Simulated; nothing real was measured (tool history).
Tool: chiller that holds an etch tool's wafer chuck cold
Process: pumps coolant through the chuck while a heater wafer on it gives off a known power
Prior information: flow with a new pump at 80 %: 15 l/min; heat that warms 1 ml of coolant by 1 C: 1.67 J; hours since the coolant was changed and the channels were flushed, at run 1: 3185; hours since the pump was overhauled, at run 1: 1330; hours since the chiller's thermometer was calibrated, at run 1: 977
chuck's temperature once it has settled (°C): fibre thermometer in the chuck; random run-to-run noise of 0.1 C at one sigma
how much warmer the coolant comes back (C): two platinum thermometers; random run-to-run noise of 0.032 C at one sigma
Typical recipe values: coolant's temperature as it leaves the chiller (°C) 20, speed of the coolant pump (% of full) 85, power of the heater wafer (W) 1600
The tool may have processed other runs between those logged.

run	day	coolant's temperature as it leaves the chiller (°C)	speed of the coolant pump (% of full)	power of the heater wafer (W)	hours since the coolant was changed and the channels were flushed	hours since the pump was overhauled	hours since the chiller's thermometer was calibrated	chuck's temperature once it has settled (°C)	how much warmer the coolant comes back (C)
1	0.000	20	85	1600	3185	1330	977	33.9	3.58
2	1.458	20	85	1600	3220	1365	1012	33.8	3.54
3	2.258	20	85	1600	3240	1384	1032	33.8	3.54
4	3.258	20	85	1600	3264	1408	1056	34.0	3.60
5	4.396	20	85	1600	3291	1435	1083	33.7	3.58
6	5.029	20	85	1600	3306	1450	1098	33.9	3.59
7	5.962	20	85	1600	3329	1473	1120	34.1	3.60
8	6.938	20	85	1600	3352	1496	1144	33.7	3.53
9	7.942	26	85	1600	3376	1520	1168	39.8	3.57
10	9.029	26	85	1600	3402	1546	1194	39.9	3.55
11	10.529	26	85	1600	3438	1582	1230	39.8	3.60
12	11.425	23	94	1048	3460	1604	1252	31.3	2.16
13	12.442	14	85	1821	3484	1628	1276	29.8	4.06

Run 14 comes next. What will it give?
14	13.454	14	85	1821	3508	1653	1300	?	?

chuck's temperature once it has settled (°C): 29.7
how much warmer the coolant comes back (C): 4.12
With no hidden state in the tool, this same run would have given chuck's temperature once it has settled (°C) 29.7, how much warmer the coolant comes back (C) 4.12.
